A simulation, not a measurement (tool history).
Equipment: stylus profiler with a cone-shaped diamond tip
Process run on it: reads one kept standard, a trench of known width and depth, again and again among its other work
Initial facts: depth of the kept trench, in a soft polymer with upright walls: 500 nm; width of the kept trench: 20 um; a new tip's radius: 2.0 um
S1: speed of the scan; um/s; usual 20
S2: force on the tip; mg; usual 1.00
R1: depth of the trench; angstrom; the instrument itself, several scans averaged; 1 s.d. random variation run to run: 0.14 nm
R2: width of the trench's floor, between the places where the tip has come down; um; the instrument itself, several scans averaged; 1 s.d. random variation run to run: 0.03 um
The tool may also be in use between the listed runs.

run    hour  S1    S2      R1     R2
  1     0.0  20  1.00  5039.8  16.57
  2    34.4  20  1.00  5040.6  16.57
  3    52.9  20  1.00  5039.9  16.60
  4    71.2  20  1.00  5041.7  16.58
  5   100.2  20  1.00  5039.6  16.60
  6   129.8  20  1.00  5043.2  16.54
  7   151.8  20  0.62  5033.7  16.46
  8   168.3  20  1.00  5041.2  16.49
  9   193.5  20  1.00  5041.4  16.52
 10   217.4  20  1.00  5042.9  16.46
 11   233.3  39  1.00  5044.5  16.34
 12   267.2  39  1.00  5044.4  16.30
 13   290.2  39  1.00  5042.3  16.25
 14   316.2  39  1.00  5040.4  16.25
 15   346.7  39  1.00  5044.3  16.28
 16   366.5  36  1.00  5041.8  16.28
      368.7  -- height scale calibrated on a step standard
 17   384.4  20  1.00  5052.5  16.40
 18   415.4  20  1.00  5050.2  16.38
 19   432.3  20  0.86  5051.0  16.39
 20   449.5  30  0.86  5045.5  16.23
 21   468.8  30  0.86  5051.2  16.20
      475.1  -- height scale calibrated on a step standard, once more
 22   490.5  30  0.86  5026.2  16.22
 23   512.5  44  1.00  5030.8  16.11
 24   532.7   7  0.52  5022.8  16.40
 25   557.7   7  0.52  5018.6  16.38
 26   587.0  52  0.39  5013.6  15.72
 27   617.8  28  0.60  5023.2  16.12
 28   649.0  28  0.60  5022.3  16.07
 29   664.4   5  1.12  5030.7  16.36
 30   679.5   5  1.12  5034.3  16.39
 31   702.4  40  1.06  5029.2  16.03
 32   726.1  20  1.35  5036.0  16.25
 33   750.2  20  1.35  5037.8  16.20
 34   771.0  20  1.35  5038.1  16.24
 35   796.0  20  1.73  5045.2  16.22
 36   819.1  21  0.94  5032.1  16.08
 37   854.6  47  2.63  5059.7  16.10
 38   883.5  47  2.63  5058.0  16.04
 39   915.5  47  2.63  5058.2  16.02
 40   949.8  47  2.63  5059.8  16.05
 41   977.2  80  2.67  5060.7  15.83
 42  1009.2   7  0.69  5026.9  16.12
 43  1044.3  32  0.58  5027.8  15.88
 44  1075.5   9  0.82  5029.4  16.13
 45  1105.8  70  1.00  5036.7  15.54

5 options for the next run, each taken on its own from the tool as it stands now. Forecast them:
  A  1133.8  11  0.43   ?   ?
  B  1133.8  26  1.00   ?   ?
  C  1133.8  67  0.91   ?   ?
  D  1133.8  17  2.93   ?   ?
  E  1133.8  70  0.40   ?   ?

run      R1     R2
  A  5027.0  16.06
  B  5036.9  15.97
  C  5034.8  15.57
  D  5067.9  16.10
  E  5020.8  15.16
The same runs, with their run-to-run variation unchanged, on a tool lacking any hidden condition would have given:
run      R1     R2
  A  5019.5  17.21
  B  5029.4  17.12
  C  5027.3  16.72
  D  5060.4  17.25
  E  5013.4  16.31
